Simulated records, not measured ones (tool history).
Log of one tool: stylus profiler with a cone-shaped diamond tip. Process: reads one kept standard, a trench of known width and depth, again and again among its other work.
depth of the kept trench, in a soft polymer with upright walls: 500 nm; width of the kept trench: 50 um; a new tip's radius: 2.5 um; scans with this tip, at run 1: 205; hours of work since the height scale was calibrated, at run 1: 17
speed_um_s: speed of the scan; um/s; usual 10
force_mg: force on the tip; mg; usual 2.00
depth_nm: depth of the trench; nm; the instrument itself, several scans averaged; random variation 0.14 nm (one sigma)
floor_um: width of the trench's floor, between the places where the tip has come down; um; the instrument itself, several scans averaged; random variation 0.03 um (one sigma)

run   hour  speed_um_s  force_mg  scans with this tip  hours of work since the height scale was calibrated  depth_nm  floor_um
  1    0.0          10      2.00                  205                                                   17    503.86     46.88
  2   22.7          10      2.00                  330                                                   28    504.18     46.87
  3   37.1          10      2.00                  410                                                   35    503.86     46.88
  4   51.6          10      2.00                  489                                                   41    503.99     46.86
  5   72.2          10      2.00                  603                                                   51    504.00     46.88
  6   90.7          10      5.40                  705                                                   59    507.86     46.85
  7  102.6          10      5.40                  770                                                   65    507.76     46.85
  8  112.3          10      2.00                  824                                                   69    504.02     46.81
  9  133.6          10      2.00                  941                                                   79    503.92     46.83
 10  148.9          17      2.00                 1025                                                   86    504.27     46.82
 11  168.2           2      2.00                 1132                                                   95    504.24     46.85
 12  182.2          17      2.71                 1209                                                  102    504.78     46.80
     183.8  -- height scale calibrated on a step standard
 13  196.2          17      4.17                 1283                                                    6    506.43     46.78
 14  217.9          12      1.15                 1402                                                   16    502.90     46.75
 15  234.1           4      2.81                 1492                                                   23    505.05     46.77
 16  257.0           3      2.00                 1618                                                   34    504.27     46.74
 17  268.1          26      1.26                 1679                                                   39    503.18     46.73

Forecast each of these 5 alternatives for the next run:
     282.2  -- height scale calibrated on a step standard, once more
  A  282.2           3      0.92                 1754                                                    0         ?         ?
     282.2  -- height scale calibrated on a step standard, once more
  B  282.2          31      0.85                 1754                                                    0         ?         ?
     282.2  -- height scale calibrated on a step standard, once more
  C  282.2          32      3.82                 1754                                                    0         ?         ?
     282.2  -- height scale calibrated on a step standard, once more
  D  282.2           4      3.41                 1754                                                    0         ?         ?
     282.2  -- height scale calibrated on a step standard, once more
  E  282.2           7      2.40                 1754                                                    0         ?         ?

run  depth_nm  floor_um
  A    502.53     46.74
  B    502.65     46.71
  C    506.53     46.77
  D    505.85     46.76
  E    504.74     46.81
Without the tool's hidden state the same runs would have given:
run  depth_nm  floor_um
  A    502.24     46.97
  B    502.36     46.94
  C    506.24     47.00
  D    505.56     46.99
  E    504.45     47.04

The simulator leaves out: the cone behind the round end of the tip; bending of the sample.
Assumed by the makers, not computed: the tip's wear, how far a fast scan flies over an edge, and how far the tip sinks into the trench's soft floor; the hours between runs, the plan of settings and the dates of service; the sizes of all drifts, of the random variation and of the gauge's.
